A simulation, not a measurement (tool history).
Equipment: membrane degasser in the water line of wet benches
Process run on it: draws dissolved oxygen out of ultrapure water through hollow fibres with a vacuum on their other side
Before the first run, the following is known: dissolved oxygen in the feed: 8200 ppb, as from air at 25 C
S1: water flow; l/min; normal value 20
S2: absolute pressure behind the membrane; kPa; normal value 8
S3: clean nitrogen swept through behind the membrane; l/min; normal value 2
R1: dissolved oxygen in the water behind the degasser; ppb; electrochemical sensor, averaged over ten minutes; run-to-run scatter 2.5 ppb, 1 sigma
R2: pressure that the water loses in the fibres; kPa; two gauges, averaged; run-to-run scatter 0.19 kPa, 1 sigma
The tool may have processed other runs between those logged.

run,hour,S1,S2,S3,R1,R2
1,0,20,8,2,259.7,35.96
2,66.3,20,8,2,252.7,36.29
3,193.4,20,8,2,255.8,36.45
4,274.3,20,8,2,261.3,36.04
5,372.3,20,8,2,262.8,36.21
6,492.5,20,8,2,257.5,36.81
7,622,20,8,2,258.3,36.37
8,683.7,20,8,2,261.4,36.19
9,771.3,20,15.85,2,429.1,36.67
# hour 869.9: vacuum gauge calibrated
10,901.8,20,15.85,2,421.6,36.65
11,968.2,20,8,2,257.1,36.63
12,1032.8,20,8,2.12,244.7,36.71
13,1109.6,20,8,2,253.4,36.81
14,1210.6,20,8,2,253.6,36.51
15,1317,20,8,2,256.7,36.64
16,1421.7,24,13.65,4.77,355.2,44.28
17,1514.2,20,11.2,4.99,219.9,36.84
18,1578,20,11.2,4.99,225.4,36.67
19,1667.4,20,11.2,4.99,224.1,36.89
20,1758.4,13,8.38,5.32,73.8,24.12
21,1837.2,17,5.86,4.62,122.5,31.16
22,1941.2,17,5.86,2.34,145.2,31.28
23,2008.5,18,6.8,4.57,149.4,33.33
24,2088.8,17,10.51,1.3,314.9,31.32
25,2212.2,21,8,2,287.4,38.83
26,2277.6,22,8,5.1,242.6,40.74
27,2381.1,22,8,5.1,243.2,40.81
28,2510.8,25,5.44,1.74,324.2,46.74
29,2599.6,25,5.44,1.74,333.9,46.29
30,2718.4,12,7.26,2.19,90.7,22.16

Subtracting, for every run, the result it would have given without the tool's unlogged condition from the measured result gives the following. The same run-to-run variation enters both numbers; the gauge's scatter may not:
Unlogged tool condition in this case: membrane still open, %; true pressure behind the membrane over the reading, kPa; air that leaks in behind the membrane, l/min; drift of the gauge itself on oxygen_ppb, %; drift of the gauge itself on loss_of_pressure_kpa, %.
run,R1,R2
1,+10.1,+0.11
2,+10.2,+0.13
3,+11.1,+0.17
4,+11.9,+0.2
5,+12.6,+0.23
6,+13.1,+0.26
7,+14,+0.3
8,+14.5,+0.32
9,+15.3,+0.35
10,+7.2,+0.4
11,+7.1,+0.42
12,+7.3,+0.44
13,+7.9,+0.46
14,+8.5,+0.49
15,+9.3,+0.53
16,+13.4,+0.67
17,+9.9,+0.58
18,+10.6,+0.6
19,+11,+0.63
20,+4.7,+0.43
21,+8.7,+0.58
22,+9.8,+0.61
23,+10.6,+0.67
24,+12.4,+0.66
25,+16.7,+0.85
26,+17.2,+0.92
27,+17.9,+0.96
28,+24.2,+1.14
29,+25.9,+1.18
30,+7.2,+0.58

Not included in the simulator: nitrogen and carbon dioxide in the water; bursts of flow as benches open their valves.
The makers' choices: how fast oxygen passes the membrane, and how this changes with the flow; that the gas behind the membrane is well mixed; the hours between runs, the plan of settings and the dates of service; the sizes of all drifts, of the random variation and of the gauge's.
